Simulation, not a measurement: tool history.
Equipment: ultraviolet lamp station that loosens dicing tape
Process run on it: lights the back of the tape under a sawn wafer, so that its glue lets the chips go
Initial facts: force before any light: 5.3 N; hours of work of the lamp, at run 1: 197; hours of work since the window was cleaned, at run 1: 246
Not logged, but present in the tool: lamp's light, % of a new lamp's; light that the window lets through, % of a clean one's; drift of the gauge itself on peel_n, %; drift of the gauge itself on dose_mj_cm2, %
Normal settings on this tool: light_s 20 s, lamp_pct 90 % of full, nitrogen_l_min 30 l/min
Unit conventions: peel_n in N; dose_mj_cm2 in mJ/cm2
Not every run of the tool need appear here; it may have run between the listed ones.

run	day	light_s	lamp_pct	nitrogen_l_min	hours of work of the lamp	hours of work since the window was cleaned	peel_n	dose_mj_cm2
1	0	20	90	30	197	246	0.122	373
2	0.288	20	90	30	202	251	0.12	369
3	0.821	20	90	30	211	260	0.104	369
4	1.212	39	90	30	218	267	0.073	714
5	1.579	20	90	30	224	273	0.112	370
# day 1.646: window cleaned of glue's vapour
6	2.1	20	90	30	233	8	0.119	359
7	2.621	30	90	12	242	17	0.104	536
# day 2.912: window cleaned of glue's vapour, once more
8	2.988	30	90	17	247	1	0.088	574
9	3.267	30	84	12	252	6	0.101	529
10	3.754	23	74	12	260	14	0.221	353
11	4.142	23	74	12	267	21	0.217	354

Run by run, hidden condition taken away, random variation retained:
run	peel_n	dose_mj_cm2
1	0.107	410
2	0.106	407
3	0.089	407
4	0.073	791
5	0.095	410
6	0.099	407
7	0.091	611
8	0.085	620
9	0.092	572
10	0.182	383
11	0.177	385
